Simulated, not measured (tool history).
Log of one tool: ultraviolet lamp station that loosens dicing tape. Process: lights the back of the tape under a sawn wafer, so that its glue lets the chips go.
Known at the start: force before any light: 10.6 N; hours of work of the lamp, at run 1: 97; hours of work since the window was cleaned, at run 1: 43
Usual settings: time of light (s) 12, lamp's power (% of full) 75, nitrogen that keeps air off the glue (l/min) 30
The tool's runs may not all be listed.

run,hour,time of light (s),lamp's power (% of full),nitrogen that keeps air off the glue (l/min),hours of work of the lamp,hours of work since the window was cleaned,force that peels the tape off (N),light that reached the tape (mJ/cm2)
1,0,12,75,30,97,43,0.349,258
2,67.3,12,75,30,150,96,0.339,258
3,140.8,8,75,30,209,154,0.702,171
4,210.3,8,75,30,264,210,0.709,172
# hour 223.5: window cleaned of glue's vapour
5,264,12,75,30,306,32,0.346,253
6,331.2,12,75,11,360,86,0.683,258
7,412.7,12,75,31,425,150,0.351,258
8,473.8,12,84,30,473,199,0.308,289
# hour 501.7: window cleaned of glue's vapour
9,560.9,12,84,30,542,47,0.306,293
10,617.1,7,92,37,587,92,0.542,185
11,672.2,7,92,28,631,136,0.635,182
12,740.4,12,75,39,685,190,0.321,255
# hour 780.2: window cleaned of glue's vapour
13,791.6,12,75,39,725,9,0.312,259
# hour 813.2: lamp changed
14,855.3,12,75,39,33,59,0.321,255
15,894.2,12,96,57,64,90,0.26,330

3 ways to go on from here, each from the tool as it stands after run 15. What would each give?
A,948,12,75,20,107,133,?,?
B,948,19,72,21,107,133,?,?
C,948,12,100,23,107,133,?,?

run,force that peels the tape off (N),light that reached the tape (mJ/cm2)
A,0.438,258
B,0.258,392
C,0.296,343
Without the tool's hidden state the same runs would have given:
run,force that peels the tape off (N),light that reached the tape (mJ/cm2)
A,0.437,259
B,0.257,392
C,0.296,343

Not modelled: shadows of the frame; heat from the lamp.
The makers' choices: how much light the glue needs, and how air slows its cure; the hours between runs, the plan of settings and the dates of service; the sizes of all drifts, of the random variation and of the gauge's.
